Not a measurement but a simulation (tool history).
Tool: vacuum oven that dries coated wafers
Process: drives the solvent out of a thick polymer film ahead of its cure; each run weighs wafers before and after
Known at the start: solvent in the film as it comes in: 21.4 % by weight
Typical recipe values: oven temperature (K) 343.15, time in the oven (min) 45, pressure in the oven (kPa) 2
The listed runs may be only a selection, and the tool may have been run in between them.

run,hour,oven temperature (K),time in the oven (min),pressure in the oven (kPa),solvent left in the film (%)
1,0,343.15,45,2,5.17
2,41.5,343.15,45,2,5.26
3,84.4,343.15,45,1.26,5.13
4,136.1,343.15,45,1.26,4.91
5,168.6,343.15,45,2,5.27
6,213.4,343.15,45,2,5.41
7,250.9,357.15,45,3.15,1.33
8,293.2,345.15,76,6.64,3.67
9,362,345.15,76,6.64,3.79
10,432.5,345.15,76,6.64,3.75
11,502.5,352.15,24,6.64,6.18

What if the next run were any one of these 3? Each begins from the tool's condition after run 11:
A,558.7,358.15,29,2,?
B,558.7,352.15,65,2.75,?
C,558.7,343.15,24,6.64,?

run,solvent left in the film (%)
A,2.27
B,1.37
C,10.44
What these runs would have given with no unlogged condition in the tool:
run,solvent left in the film (%)
A,1.76
B,1.03
C,9.53
